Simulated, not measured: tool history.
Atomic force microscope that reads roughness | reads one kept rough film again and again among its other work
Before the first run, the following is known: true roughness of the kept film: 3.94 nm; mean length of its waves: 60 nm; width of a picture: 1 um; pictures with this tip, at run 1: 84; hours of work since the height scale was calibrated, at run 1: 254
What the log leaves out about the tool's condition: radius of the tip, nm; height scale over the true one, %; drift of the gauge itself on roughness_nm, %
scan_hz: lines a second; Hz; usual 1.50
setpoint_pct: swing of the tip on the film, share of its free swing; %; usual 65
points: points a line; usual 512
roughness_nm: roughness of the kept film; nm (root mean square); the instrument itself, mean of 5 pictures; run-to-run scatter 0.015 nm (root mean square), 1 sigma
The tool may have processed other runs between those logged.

run   hour  scan_hz  setpoint_pct  points  pictures with this tip  hours of work since the height scale was calibrated  roughness_nm
  1    0.0     1.50            65     512                      84                                                  254         3.491
       2.7  -- new tip fitted
  2   10.7     1.50            65     512                      12                                                  260         3.608
  3   19.9     1.50            65     512                      27                                                  265         3.599
  4   35.0     1.50            65     512                      51                                                  273         3.537
  5   47.0     1.50            65     512                      71                                                  279         3.518
  6   54.3     1.50            65     512                      82                                                  283         3.518
      57.0  -- new tip fitted
  7   61.9     1.50            72     512                       8                                                  287         3.532
  8   76.6     2.90            69     984                      31                                                  295         3.299
      78.4  -- height scale calibrated on a step standard
  9   88.1     0.50            66     820                      48                                                    5         3.714
 10  103.1     0.57            70     997                      72                                                   13         3.599
     112.1  -- new tip fitted
 11  116.2     1.50            70     912                       7                                                   20         3.589
     124.2  -- height scale calibrated on a step standard, once more
 12  124.2     0.77            56     912                      18                                                    0         3.748

Here are 4 independent what-if runs from the current tool condition. What would each one return?
  A  137.9     0.77            62     302                      40                                                    7             ?
  B  137.9     0.77            56     669                      40                                                    7             ?
  C  137.9     0.77            59     712                      40                                                    7             ?
  D  137.9     0.79            65     825                      40                                                    7             ?

run  roughness_nm
  A         3.707
  B         3.716
  C         3.707
  D         3.672
Without the tool's unlogged condition, the same runs would have read:
run  roughness_nm
  A         3.777
  B         3.787
  C         3.778
  D         3.741
